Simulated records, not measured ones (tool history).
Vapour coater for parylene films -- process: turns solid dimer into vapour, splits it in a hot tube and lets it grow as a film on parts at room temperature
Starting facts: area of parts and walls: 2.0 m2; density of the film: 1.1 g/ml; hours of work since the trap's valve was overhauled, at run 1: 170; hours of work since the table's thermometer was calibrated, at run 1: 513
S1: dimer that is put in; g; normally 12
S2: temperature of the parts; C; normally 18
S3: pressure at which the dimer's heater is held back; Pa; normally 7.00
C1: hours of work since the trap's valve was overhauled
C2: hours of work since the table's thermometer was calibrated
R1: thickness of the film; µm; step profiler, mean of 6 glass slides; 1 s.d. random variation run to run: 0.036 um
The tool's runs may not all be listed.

run	hour	S1	S2	S3	C1	C2	R1
1	0.0	12	18	7.00	170	513	3.78
2	43.5	12	18	7.00	208	551	3.65
3	83.3	12	18	3.15	242	585	4.27
# hour 114.7: trap's valve overhauled
4	119.5	12	18	7.46	4	613	3.70
5	155.2	12	18	7.46	35	644	3.77
6	191.1	12	18	7.00	66	675	3.78
7	218.2	7	18	7.00	90	699	2.19
8	263.2	7	18	7.00	129	738	2.14
9	306.9	12	18	7.00	167	776	3.74
10	331.6	12	18	7.00	188	797	3.69
11	372.9	12	18	7.00	224	833	3.65
12	416.3	12	18	7.00	262	871	3.65
# hour 426.0: trap's valve overhauled
13	461.1	12	18	7.00	31	906	3.73
14	495.1	12	18	7.00	60	935	3.75
15	540.3	12	13	4.71	99	975	4.72
16	587.0	12	13	4.71	140	1015	4.71
# hour 592.2: table's thermometer calibrated
17	626.4	12	13	4.71	173	30	4.50
18	646.7	17	15	8.73	191	47	5.25
# hour 670.3: table's thermometer calibrated, once more
19	675.6	6	27	2.54	215	5	1.75
20	705.8	6	27	3.73	241	31	1.59
21	732.0	13	13	5.30	264	54	5.13
# hour 742.1: trap's valve overhauled
22	778.6	8	18	2.79	32	91	3.17
23	799.2	21	13	2.79	50	108	9.25
24	832.4	6	18	7.00	78	137	1.96
25	874.2	6	24	7.00	115	173	1.57
26	904.3	12	18	5.74	141	200	3.96
27	931.0	12	18	5.74	164	223	3.98
28	966.1	12	13	2.54	194	253	5.21

Below are 3 alternative next runs, each starting from the tool's condition after run 28. Predict each:
A	992.6	13	13	2.54	217	276	?
B	992.6	22	13	6.30	217	276	?
C	992.6	6	12	6.48	217	276	?

run	R1
A	5.57
B	8.31
C	2.35
With no hidden state in the tool, these same runs would have given:
run	R1
A	5.81
B	8.78
C	2.48
